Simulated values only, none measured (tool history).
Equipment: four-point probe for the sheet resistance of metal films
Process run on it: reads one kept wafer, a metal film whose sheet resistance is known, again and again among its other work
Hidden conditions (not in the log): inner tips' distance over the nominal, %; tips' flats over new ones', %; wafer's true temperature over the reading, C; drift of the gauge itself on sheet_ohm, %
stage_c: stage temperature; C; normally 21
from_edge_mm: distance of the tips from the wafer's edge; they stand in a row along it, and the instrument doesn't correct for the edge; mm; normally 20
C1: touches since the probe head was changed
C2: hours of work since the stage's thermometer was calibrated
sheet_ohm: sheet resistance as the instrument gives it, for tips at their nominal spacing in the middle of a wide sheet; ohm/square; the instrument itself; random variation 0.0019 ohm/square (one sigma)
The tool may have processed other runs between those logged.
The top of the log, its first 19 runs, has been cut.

run 20 day=25.1 | stage_c=23 from_edge_mm=44 | C1=91389 C2=80 | sheet_ohm=9.2214
run 21 day=25.833 | stage_c=25 from_edge_mm=3 | C1=92113 C2=92 | sheet_ohm=9.752148
run 22 day=27.2 | stage_c=25 from_edge_mm=47 | C1=93458 C2=115 | sheet_ohm=9.240228
run 23 day=28.225 | stage_c=20 from_edge_mm=20 | C1=94470 C2=132 | sheet_ohm=9.211016
run 24 day=29.575 | stage_c=20 from_edge_mm=20 | C1=95797 C2=154 | sheet_ohm=9.212398
run 25 day=30.983 | stage_c=22 from_edge_mm=3 | C1=97186 C2=178 | sheet_ohm=9.732926
run 26 day=31.904 | stage_c=23 from_edge_mm=40 | C1=98094 C2=193 | sheet_ohm=9.223393
run 27 day=33 | stage_c=26 from_edge_mm=36 | C1=99172 C2=211 | sheet_ohm=9.241218
run 28 day=34.258 | stage_c=26 from_edge_mm=36 | C1=100410 C2=232 | sheet_ohm=9.243423
run 29 day=35.6 | stage_c=26 from_edge_mm=36 | C1=101733 C2=254 | sheet_ohm=9.242563
run 30 day=36.983 | stage_c=26 from_edge_mm=13 | C1=103095 C2=277 | sheet_ohm=9.26494
run 31 day=38.217 | stage_c=24 from_edge_mm=5 | C1=104310 C2=298 | sheet_ohm=9.421554
run 32 day=39.471 | stage_c=24 from_edge_mm=5 | C1=105544 C2=318 | sheet_ohm=9.414599

Alternative continuations, all from the tool just after run 32; predict every row:
run A day=40.446 | stage_c=34 from_edge_mm=5 | C1=106505 C2=335 | sheet_ohm=?
run B day=40.446 | stage_c=22 from_edge_mm=20 | C1=106505 C2=335 | sheet_ohm=?
run C day=40.446 | stage_c=28 from_edge_mm=15 | C1=106505 C2=335 | sheet_ohm=?
run D day=40.446 | stage_c=26 from_edge_mm=16 | C1=106505 C2=335 | sheet_ohm=?
run E day=40.446 | stage_c=27 from_edge_mm=8 | C1=106505 C2=335 | sheet_ohm=?

run=A sheet_ohm=9.484804
run=B sheet_ohm=9.223231
run=C sheet_ohm=9.269722
run=D sheet_ohm=9.253417
run=E sheet_ohm=9.319775
Stripped of hidden state, with their random variation kept, the same runs would have yielded:
run=A sheet_ohm=9.527194
run=B sheet_ohm=9.264218
run=C sheet_ohm=9.31107
run=D sheet_ohm=9.294642
run=E sheet_ohm=9.361298
